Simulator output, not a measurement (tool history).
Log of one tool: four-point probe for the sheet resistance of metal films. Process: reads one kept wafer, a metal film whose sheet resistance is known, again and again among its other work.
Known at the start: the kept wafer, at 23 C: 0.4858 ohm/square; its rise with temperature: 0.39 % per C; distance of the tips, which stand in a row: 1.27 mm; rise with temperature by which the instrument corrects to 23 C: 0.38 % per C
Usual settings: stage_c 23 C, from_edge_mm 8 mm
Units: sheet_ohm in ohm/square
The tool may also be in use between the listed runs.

run,hour,stage_c,from_edge_mm,sheet_ohm
1,0.0,23,8,0.492335
2,52.5,23,11,0.489460
3,92.3,23,11,0.489388
4,123.5,23,11,0.489475
5,176.9,23,9,0.491241
6,210.4,23,9,0.491378
7,245.1,23,9,0.491225
8,300.2,23,9,0.491227
9,347.5,23,9,0.491457
10,403.0,23,9,0.491347
11,438.1,23,8,0.492845
12,480.9,23,8,0.492695
13,522.1,23,8,0.492620
14,552.2,23,8,0.492960
15,591.3,23,8,0.492839
16,642.3,23,8,0.492942
17,685.0,23,8,0.493042
18,724.3,23,11,0.490115
19,768.2,23,11,0.490019
20,821.6,23,11,0.490202
21,872.6,23,8,0.493314
22,904.2,23,23,0.487658
23,930.1,23,23,0.487606
24,979.8,23,9,0.492241
# hour 985.6: stage's thermometer calibrated
25,1004.5,29,29,0.488300
26,1059.7,29,46,0.487906
27,1104.6,29,46,0.488070
28,1146.0,29,44,0.487969
29,1171.0,25,7,0.496175
30,1200.7,19,55,0.487442
31,1247.7,27,14,0.489930
32,1290.9,20,23,0.488367
33,1335.2,20,8,0.493978
34,1364.6,20,8,0.494154
35,1400.8,20,8,0.494382
36,1425.0,28,45,0.488197
37,1462.0,34,55,0.488512
38,1492.4,34,55,0.488440
39,1527.2,34,55,0.488715
40,1554.0,19,3,0.530351
41,1605.4,19,3,0.530406
42,1643.4,19,3,0.530405
43,1679.9,19,3,0.530385
44,1710.9,19,3,0.530566
45,1742.6,19,3,0.530574

Hidden state or all else? Some run-to-run changes of sheet_ohm, split into what the settings, what came in and random variation would give without the hidden state, and what is left for the hidden state (with any gauge scatter that isn't in both results):
The hidden state here: inner tips' distance over the nominal, %; tips' flats over new ones', %; wafer's true temperature over the reading, C; drift of the gauge itself on sheet_ohm, %.
Run 24 -> 25: stage_c 23 -> 29, from_edge_mm 9 -> 29, stage's thermometer calibrated. sheet_ohm -0.003941 ohm/square: hidden state +0.000618, all else -0.004559.
Run 28 -> 29: stage_c 29 -> 25, from_edge_mm 44 -> 7. sheet_ohm +0.008206 ohm/square: hidden state +0.000052, all else +0.008154.
Run 29 -> 30: stage_c 25 -> 19, from_edge_mm 7 -> 55. sheet_ohm -0.008733 ohm/square: hidden state +0.000001, all else -0.008734.
Run 32 -> 33: from_edge_mm 23 -> 8. sheet_ohm +0.005611 ohm/square: hidden state +0.000064, all else +0.005547.
Run 39 -> 40: stage_c 34 -> 19, from_edge_mm 55 -> 3. sheet_ohm +0.041636 ohm/square: hidden state +0.000195, all else +0.041441.
